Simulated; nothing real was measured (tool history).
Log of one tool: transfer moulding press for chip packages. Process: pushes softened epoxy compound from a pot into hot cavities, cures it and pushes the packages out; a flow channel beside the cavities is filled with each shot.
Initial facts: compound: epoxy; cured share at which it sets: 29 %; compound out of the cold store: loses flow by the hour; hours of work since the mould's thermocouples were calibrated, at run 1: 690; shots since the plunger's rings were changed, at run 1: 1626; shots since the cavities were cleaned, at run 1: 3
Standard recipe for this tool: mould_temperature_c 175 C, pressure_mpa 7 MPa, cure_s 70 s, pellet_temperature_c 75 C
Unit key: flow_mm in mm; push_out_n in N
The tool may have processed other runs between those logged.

| run | day | mould_temperature_c | pressure_mpa | cure_s | pellet_temperature_c | hours of work since the mould's thermocouples were calibrated | shots since the plunger's rings were changed | shots since the cavities were cleaned | incoming compound's hours out of the cold store | flow_mm | push_out_n |
|---|---|---|---|---|---|---|---|---|---|---|---|
| 1 | 0 | 175 | 7 | 70 | 75 | 690 | 1626 | 3 | 25.3 | 906 | 697 |
| 2 | 1.354 | 175 | 7 | 70 | 75 | 706 | 2012 | 389 | 44.5 | 845 | 960 |
|  | 1.512 | cavities cleaned with cleaning compound and waxed |
| 3 | 2.638 | 175 | 5.95 | 70 | 75 | 720 | 2360 | 321 | 20 | 838 | 1142 |
|  | 3.142 | cavities cleaned with cleaning compound and waxed |
| 4 | 3.912 | 173 | 5.95 | 70 | 75 | 734 | 2705 | 220 | 29.6 | 808 | 1006 |
|  | 4.683 | cavities cleaned with cleaning compound and waxed |
| 5 | 4.85 | 173 | 5.95 | 70 | 75 | 744 | 2955 | 47 | 9.3 | 875 | 890 |
|  | 5.5 | mould's thermocouples calibrated |
| 6 | 5.692 | 173 | 5.95 | 70 | 75 | 2 | 3170 | 262 | 40.8 | 776 | 959 |
|  | 6.275 | cavities cleaned with cleaning compound and waxed |
| 7 | 6.475 | 173 | 5.95 | 70 | 75 | 11 | 3376 | 57 | 22.1 | 823 | 819 |
|  | 7.812 | cavities cleaned with cleaning compound and waxed |
| 8 | 8.004 | 173 | 5.95 | 70 | 75 | 28 | 3794 | 55 | 33.7 | 790 | 816 |
|  | 9.3 | cavities cleaned with cleaning compound and waxed |
| 9 | 9.3 | 173 | 5.95 | 70 | 75 | 42 | 4145 | 0 | 22.9 | 808 | 765 |
|  | 10.846 | cavities cleaned with cleaning compound and waxed |
| 10 | 10.975 | 175 | 7 | 70 | 75 | 61 | 4605 | 37 | 43.3 | 805 | 682 |
|  | 11.829 | cavities cleaned with cleaning compound and waxed, once more |
| 11 | 12.129 | 175 | 7 | 70 | 75 | 74 | 4916 | 86 | 47.8 | 786 | 720 |
|  | 13.329 | cavities cleaned with cleaning compound and waxed |
| 12 | 13.833 | 175 | 7 | 59 | 75 | 93 | 5384 | 144 | 47.9 | 781 | 1095 |
|  | 14.608 | plunger's sealing rings changed |
|  | 14.946 | cavities cleaned with cleaning compound and waxed |
| 13 | 15.212 | 175 | 7 | 59 | 75 | 107 | 154 | 76 | 46.6 | 855 | 1036 |
|  | 16.467 | cavities cleaned with cleaning compound and waxed |
| 14 | 16.467 | 175 | 7 | 59 | 75 | 121 | 494 | 0 | 9.1 | 983 | 1071 |
|  | 18.058 | cavities cleaned with cleaning compound and waxed |
| 15 | 18.192 | 175 | 7 | 59 | 75 | 140 | 968 | 39 | 16 | 953 | 1075 |
|  | 19.621 | cavities cleaned with cleaning compound and waxed |
| 16 | 19.662 | 172 | 6.55 | 110 | 68 | 156 | 1369 | 11 | 29 | 893 | 416 |
|  | 21.121 | cavities cleaned with cleaning compound and waxed |
| 17 | 21.121 | 175 | 5.4 | 70 | 74 | 173 | 1767 | 1 | 14.1 | 827 | 692 |
|  | 22.667 | cavities cleaned with cleaning compound and waxed |
| 18 | 22.667 | 183 | 5.4 | 84 | 74 | 190 | 2190 | 0 | 43.9 | 710 | 412 |
| 19 | 23.979 | 180 | 5.4 | 84 | 84 | 205 | 2563 | 373 | 8.2 | 803 | 584 |
|  | 24.221 | cavities cleaned with cleaning compound and waxed |
| 20 | 25.325 | 170 | 7 | 70 | 75 | 220 | 2929 | 315 | 15.6 | 934 | 1396 |
|  | 25.858 | cavities cleaned with cleaning compound and waxed |
| 21 | 26.583 | 175 | 7 | 64 | 75 | 234 | 3270 | 207 | 42.7 | 834 | 1011 |
|  | 27.379 | cavities cleaned with cleaning compound and waxed |
| 22 | 27.721 | 175 | 7 | 64 | 75 | 247 | 3577 | 98 | 11.4 | 930 | 1010 |
|  | 28.971 | cavities cleaned with cleaning compound and waxed |
| 23 | 29.117 | 181 | 6.64 | 103 | 70 | 262 | 3956 | 42 | 47.6 | 761 | 425 |
| 24 | 30.346 | 181 | 6.64 | 103 | 70 | 276 | 4307 | 393 | 40.5 | 779 | 624 |
|  | 30.546 | cavities cleaned with cleaning compound and waxed |
|  | 32.079 | cavities cleaned with cleaning compound and waxed |
| 25 | 32.167 | 175 | 6.64 | 80 | 66 | 296 | 4790 | 25 | 22.1 | 848 | 545 |
| 26 | 33.129 | 175 | 6 | 80 | 66 | 307 | 5064 | 299 | 43 | 749 | 720 |
|  | 33.696 | cavities cleaned with cleaning compound and waxed |
| 27 | 34.742 | 169 | 5.96 | 80 | 70 | 325 | 5505 | 298 | 16.4 | 841 | 1086 |
|  | 35.121 | plunger's sealing rings changed |
|  | 35.317 | cavities cleaned with cleaning compound and waxed |
| 28 | 35.725 | 176 | 6.32 | 63 | 75 | 335 | 155 | 117 | 35.6 | 851 | 937 |

Forecast each of these 3 alternatives for the next run:
|  | 36.883 | cavities cleaned with cleaning compound and waxed |
| A | 37.5 | 175 | 7 | 70 | 69 | 355 | 642 | 176 | 15.3 | ? | ? |
|  | 36.883 | cavities cleaned with cleaning compound and waxed |
| B | 37.5 | 175 | 7 | 63 | 83 | 355 | 642 | 176 | 34.3 | ? | ? |
|  | 36.883 | cavities cleaned with cleaning compound and waxed |
| C | 37.5 | 175 | 5.55 | 70 | 67 | 355 | 642 | 176 | 16.8 | ? | ? |

| run | flow_mm | push_out_n |
|---|---|---|
| A | 956 | 842 |
| B | 900 | 988 |
| C | 842 | 849 |
Take away the tool's hidden state, keep each run's random variation, and the runs would have read:
| run | flow_mm | push_out_n |
|---|---|---|
| A | 965 | 667 |
| B | 909 | 784 |
| C | 851 | 672 |
